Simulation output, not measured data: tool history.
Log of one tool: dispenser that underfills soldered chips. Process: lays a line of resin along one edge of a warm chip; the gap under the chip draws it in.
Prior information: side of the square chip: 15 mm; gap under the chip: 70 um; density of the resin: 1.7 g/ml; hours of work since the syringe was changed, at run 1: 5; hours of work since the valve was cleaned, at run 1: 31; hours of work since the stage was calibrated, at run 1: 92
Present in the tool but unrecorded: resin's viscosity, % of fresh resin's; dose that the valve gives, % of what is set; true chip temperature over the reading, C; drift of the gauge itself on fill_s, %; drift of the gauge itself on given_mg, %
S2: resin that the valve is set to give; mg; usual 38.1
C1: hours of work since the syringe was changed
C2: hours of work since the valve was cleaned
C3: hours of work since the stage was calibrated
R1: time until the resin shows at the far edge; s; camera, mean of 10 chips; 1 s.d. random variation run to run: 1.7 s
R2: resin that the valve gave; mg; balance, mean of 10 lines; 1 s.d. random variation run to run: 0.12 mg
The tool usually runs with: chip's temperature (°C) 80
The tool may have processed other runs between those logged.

{"run": 1, "hour": 0.0, "chip's temperature (°C)": 80, "S2": 38.1, "C1": 5, "C2": 31, "C3": 92, "R1": 211.5, "R2": 37.38}
{"hour": 2.2, "done": "new syringe of resin"}
{"run": 2, "hour": 5.6, "chip's temperature (°C)": 80, "S2": 32.8, "C1": 3, "C2": 35, "C3": 97, "R1": 194.4, "R2": 32.22}
{"run": 3, "hour": 10.1, "chip's temperature (°C)": 80, "S2": 38.1, "C1": 6, "C2": 38, "C3": 100, "R1": 223.0, "R2": 37.11}
{"hour": 11.2, "done": "new syringe of resin"}
{"run": 4, "hour": 12.9, "chip's temperature (°C)": 80, "S2": 38.1, "C1": 1, "C2": 40, "C3": 102, "R1": 176.0, "R2": 37.22}
{"run": 5, "hour": 16.8, "chip's temperature (°C)": 80, "S2": 38.1, "C1": 4, "C2": 43, "C3": 105, "R1": 205.1, "R2": 36.96}
{"hour": 19.8, "done": "new syringe of resin"}
{"run": 6, "hour": 22.2, "chip's temperature (°C)": 93, "S2": 38.1, "C1": 2, "C2": 47, "C3": 109, "R1": 103.3, "R2": 37.01}
{"run": 7, "hour": 25.4, "chip's temperature (°C)": 80, "S2": 38.1, "C1": 4, "C2": 50, "C3": 111, "R1": 202.8, "R2": 36.98}
{"hour": 28.7, "done": "new syringe of resin"}
{"run": 8, "hour": 28.8, "chip's temperature (°C)": 65, "S2": 38.1, "C1": 0, "C2": 52, "C3": 114, "R1": 326.4, "R2": 36.95}
{"run": 9, "hour": 32.1, "chip's temperature (°C)": 65, "S2": 38.1, "C1": 3, "C2": 55, "C3": 116, "R1": 371.0, "R2": 36.73}
{"run": 10, "hour": 36.0, "chip's temperature (°C)": 65, "S2": 38.1, "C1": 6, "C2": 58, "C3": 119, "R1": 432.7, "R2": 36.77}
{"hour": 37.4, "done": "new syringe of resin"}
{"hour": 39.7, "done": "dispensing valve cleaned and set on the balance"}
{"run": 11, "hour": 41.0, "chip's temperature (°C)": 65, "S2": 38.1, "C1": 2, "C2": 1, "C3": 122, "R1": 367.7, "R2": 38.19}
{"run": 12, "hour": 44.0, "chip's temperature (°C)": 65, "S2": 38.1, "C1": 4, "C2": 3, "C3": 125, "R1": 409.6, "R2": 38.03}
{"hour": 47.1, "done": "new syringe of resin"}
{"run": 13, "hour": 49.6, "chip's temperature (°C)": 65, "S2": 38.1, "C1": 2, "C2": 7, "C3": 129, "R1": 361.4, "R2": 38.14}
{"run": 14, "hour": 52.0, "chip's temperature (°C)": 65, "S2": 38.1, "C1": 4, "C2": 9, "C3": 131, "R1": 394.2, "R2": 38.08}
{"run": 15, "hour": 54.2, "chip's temperature (°C)": 65, "S2": 38.1, "C1": 6, "C2": 11, "C3": 132, "R1": 432.4, "R2": 37.85}
{"hour": 55.7, "done": "new syringe of resin"}
{"run": 16, "hour": 56.7, "chip's temperature (°C)": 77, "S2": 38.1, "C1": 1, "C2": 13, "C3": 134, "R1": 194.6, "R2": 38.06}
{"run": 17, "hour": 61.2, "chip's temperature (°C)": 80, "S2": 49.0, "C1": 4, "C2": 16, "C3": 138, "R1": 193.0, "R2": 48.54}
{"hour": 64.7, "done": "new syringe of resin"}
{"run": 18, "hour": 65.0, "chip's temperature (°C)": 80, "S2": 34.7, "C1": 0, "C2": 19, "C3": 140, "R1": 165.5, "R2": 34.52}
{"run": 19, "hour": 67.8, "chip's temperature (°C)": 90, "S2": 35.7, "C1": 2, "C2": 21, "C3": 142, "R1": 122.1, "R2": 35.16}
{"hour": 73.3, "done": "new syringe of resin"}
{"run": 20, "hour": 73.3, "chip's temperature (°C)": 74, "S2": 35.8, "C1": 0, "C2": 25, "C3": 146, "R1": 209.6, "R2": 35.63}
{"run": 21, "hour": 77.2, "chip's temperature (°C)": 74, "S2": 35.8, "C1": 3, "C2": 28, "C3": 150, "R1": 246.0, "R2": 35.28}
{"hour": 81.9, "done": "new syringe of resin"}
{"run": 22, "hour": 82.4, "chip's temperature (°C)": 81, "S2": 33.9, "C1": 0, "C2": 32, "C3": 153, "R1": 161.3, "R2": 33.42}
{"run": 23, "hour": 85.4, "chip's temperature (°C)": 86, "S2": 46.4, "C1": 3, "C2": 34, "C3": 156, "R1": 135.1, "R2": 45.56}
{"run": 24, "hour": 89.9, "chip's temperature (°C)": 79, "S2": 37.1, "C1": 6, "C2": 38, "C3": 159, "R1": 239.2, "R2": 36.4}
{"hour": 90.5, "done": "new syringe of resin"}
{"run": 25, "hour": 95.3, "chip's temperature (°C)": 79, "S2": 37.1, "C1": 4, "C2": 42, "C3": 163, "R1": 203.1, "R2": 36.21}
{"hour": 99.3, "done": "new syringe of resin"}
{"run": 26, "hour": 99.5, "chip's temperature (°C)": 79, "S2": 37.1, "C1": 0, "C2": 45, "C3": 166, "R1": 169.7, "R2": 36.39}
{"run": 27, "hour": 102.8, "chip's temperature (°C)": 88, "S2": 33.0, "C1": 3, "C2": 47, "C3": 169, "R1": 132.0, "R2": 32.21}
{"hour": 108.0, "done": "new syringe of resin"}
{"run": 28, "hour": 108.4, "chip's temperature (°C)": 88, "S2": 33.0, "C1": 0, "C2": 52, "C3": 173, "R1": 123.1, "R2": 32.08}
{"run": 29, "hour": 111.7, "chip's temperature (°C)": 67, "S2": 42.4, "C1": 3, "C2": 54, "C3": 175, "R1": 329.9, "R2": 41.05}
{"hour": 116.7, "done": "new syringe of resin"}
{"run": 30, "hour": 116.8, "chip's temperature (°C)": 66, "S2": 38.2, "C1": 0, "C2": 58, "C3": 179, "R1": 303.3, "R2": 37.12}
{"hour": 119.9, "done": "dispensing valve cleaned and set on the balance"}
{"run": 31, "hour": 120.1, "chip's temperature (°C)": 80, "S2": 34.9, "C1": 2, "C2": 0, "C3": 181, "R1": 175.8, "R2": 34.86}
{"run": 32, "hour": 122.8, "chip's temperature (°C)": 80, "S2": 34.9, "C1": 4, "C2": 2, "C3": 183, "R1": 199.5, "R2": 34.85}
{"hour": 126.6, "done": "new syringe of resin"}
{"run": 33, "hour": 127.3, "chip's temperature (°C)": 80, "S2": 45.4, "C1": 0, "C2": 6, "C3": 186, "R1": 156.5, "R2": 45.28}
{"run": 34, "hour": 131.1, "chip's temperature (°C)": 81, "S2": 38.1, "C1": 3, "C2": 9, "C3": 189, "R1": 177.9, "R2": 37.84}
{"run": 35, "hour": 133.6, "chip's temperature (°C)": 84, "S2": 38.1, "C1": 5, "C2": 10, "C3": 191, "R1": 171.2, "R2": 37.88}
{"hour": 135.5, "done": "new syringe of resin"}
{"run": 36, "hour": 138.3, "chip's temperature (°C)": 91, "S2": 47.2, "C1": 2, "C2": 14, "C3": 195, "R1": 107.8, "R2": 46.62}

Hidden state or all else? Some run-to-run changes of R1, split into what the settings, what came in and random variation would give without the hidden state, and what is left for the hidden state (with any gauge scatter that isn't in both results):
Run 9 -> 10: no setting changed, nothing entered. R1 +61.7 s: hidden state +64.5, all else -2.8.
Run 10 -> 11: new syringe of resin, dispensing valve cleaned and set on the balance. R1 -65.0 s: hidden state -73.6, all else +8.6.
Run 15 -> 16: chip's temperature (°C) 65 -> 77, new syringe of resin. R1 -237.8 s: hidden state -97.8, all else -140.0.
Run 28 -> 29: chip's temperature (°C) 88 -> 67, S2 33.0 -> 42.4. R1 +206.8 s: hidden state +36.1, all else +170.7.
Run 30 -> 31: chip's temperature (°C) 66 -> 80, S2 38.2 -> 34.9, dispensing valve cleaned and set on the balance. R1 -127.5 s: hidden state +23.1, all else -150.6.
